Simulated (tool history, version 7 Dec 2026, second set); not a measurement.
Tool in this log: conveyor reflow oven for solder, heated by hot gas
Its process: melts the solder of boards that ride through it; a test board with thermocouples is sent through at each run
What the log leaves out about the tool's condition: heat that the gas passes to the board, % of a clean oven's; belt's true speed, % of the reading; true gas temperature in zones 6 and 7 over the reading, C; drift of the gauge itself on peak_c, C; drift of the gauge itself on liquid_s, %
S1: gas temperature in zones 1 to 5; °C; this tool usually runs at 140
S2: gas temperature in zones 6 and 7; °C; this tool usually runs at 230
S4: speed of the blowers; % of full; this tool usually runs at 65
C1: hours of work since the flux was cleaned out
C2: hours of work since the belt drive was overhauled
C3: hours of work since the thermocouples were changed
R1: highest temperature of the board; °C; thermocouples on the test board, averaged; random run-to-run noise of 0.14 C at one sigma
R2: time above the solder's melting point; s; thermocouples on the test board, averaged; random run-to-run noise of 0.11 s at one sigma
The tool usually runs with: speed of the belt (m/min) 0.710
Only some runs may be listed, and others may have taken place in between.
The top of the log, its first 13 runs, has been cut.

run 14 day=7.383 | S1=155 S2=230 speed_of_the_belt_(m/min)=0.710 S4=65 | C1=135 C2=566 C3=787 | R1=214.2 R2=55.6
run 15 day=8.029 | S1=155 S2=230 speed_of_the_belt_(m/min)=0.710 S4=65 | C1=147 C2=578 C3=799 | R1=214.0 R2=55.6
-- day=8.408 thermocouples of zones 6 and 7 changed
run 16 day=8.492 | S1=155 S2=230 speed_of_the_belt_(m/min)=0.710 S4=65 | C1=154 C2=585 C3=1 | R1=216.6 R2=56.8
run 17 day=8.933 | S1=155 S2=230 speed_of_the_belt_(m/min)=0.710 S4=65 | C1=162 C2=593 C3=10 | R1=216.4 R2=56.7
run 18 day=9.238 | S1=155 S2=230 speed_of_the_belt_(m/min)=0.710 S4=65 | C1=167 C2=598 C3=15 | R1=216.4 R2=56.8
run 19 day=9.696 | S1=155 S2=230 speed_of_the_belt_(m/min)=0.710 S4=51 | C1=176 C2=607 C3=24 | R1=213.4 R2=54.0
run 20 day=10.075 | S1=140 S2=221 speed_of_the_belt_(m/min)=0.710 S4=89 | C1=183 C2=613 C3=30 | R1=209.7 R2=47.6
run 21 day=10.383 | S1=139 S2=243 speed_of_the_belt_(m/min)=0.782 S4=54 | C1=188 C2=619 C3=36 | R1=217.6 R2=46.0
run 22 day=11.129 | S1=147 S2=230 speed_of_the_belt_(m/min)=0.710 S4=65 | C1=202 C2=633 C3=50 | R1=214.7 R2=52.6
run 23 day=11.779 | S1=147 S2=230 speed_of_the_belt_(m/min)=0.710 S4=65 | C1=214 C2=645 C3=62 | R1=214.6 R2=52.2
run 24 day=12.112 | S1=128 S2=230 speed_of_the_belt_(m/min)=0.757 S4=62 | C1=220 C2=651 C3=68 | R1=207.8 R2=37.2
run 25 day=12.821 | S1=134 S2=229 speed_of_the_belt_(m/min)=0.582 S4=65 | C1=233 C2=664 C3=81 | R1=217.2 R2=62.2
run 26 day=13.408 | S1=134 S2=225 speed_of_the_belt_(m/min)=0.710 S4=65 | C1=243 C2=674 C3=91 | R1=207.6 R2=42.0
run 27 day=13.925 | S1=134 S2=225 speed_of_the_belt_(m/min)=0.710 S4=65 | C1=253 C2=684 C3=101 | R1=207.4 R2=41.9
run 28 day=14.471 | S1=147 S2=240 speed_of_the_belt_(m/min)=0.750 S4=87 | C1=263 C2=694 C3=111 | R1=225.3 R2=55.9
run 29 day=14.842 | S1=141 S2=230 speed_of_the_belt_(m/min)=0.710 S4=64 | C1=270 C2=701 C3=118 | R1=212.8 R2=48.7
-- day=15.688 flux residue cleaned out of gas plates and filters
run 30 day=15.721 | S1=141 S2=230 speed_of_the_belt_(m/min)=0.710 S4=64 | C1=1 C2=713 C3=130 | R1=214.2 R2=50.4

Here are 4 independent what-if runs from the current tool condition. What would each one return?
run A day=16.404 | S1=136 S2=219 speed_of_the_belt_(m/min)=0.710 S4=62 | C1=13 C2=725 C3=142 | R1=? R2=?
run B day=16.404 | S1=141 S2=230 speed_of_the_belt_(m/min)=0.710 S4=57 | C1=13 C2=725 C3=142 | R1=? R2=?
run C day=16.404 | S1=140 S2=223 speed_of_the_belt_(m/min)=0.710 S4=82 | C1=13 C2=725 C3=142 | R1=? R2=?
run D day=16.404 | S1=132 S2=233 speed_of_the_belt_(m/min)=0.710 S4=64 | C1=13 C2=725 C3=142 | R1=? R2=?

run=A R1=203.1 R2=38.9
run=B R1=212.5 R2=48.5
run=C R1=211.1 R2=48.9
run=D R1=215.2 R2=48.0
With no hidden state in the tool, these same runs would have given:
run=A R1=203.1 R2=38.3
run=B R1=212.5 R2=47.8
run=C R1=211.3 R2=48.3
run=D R1=215.2 R2=47.3

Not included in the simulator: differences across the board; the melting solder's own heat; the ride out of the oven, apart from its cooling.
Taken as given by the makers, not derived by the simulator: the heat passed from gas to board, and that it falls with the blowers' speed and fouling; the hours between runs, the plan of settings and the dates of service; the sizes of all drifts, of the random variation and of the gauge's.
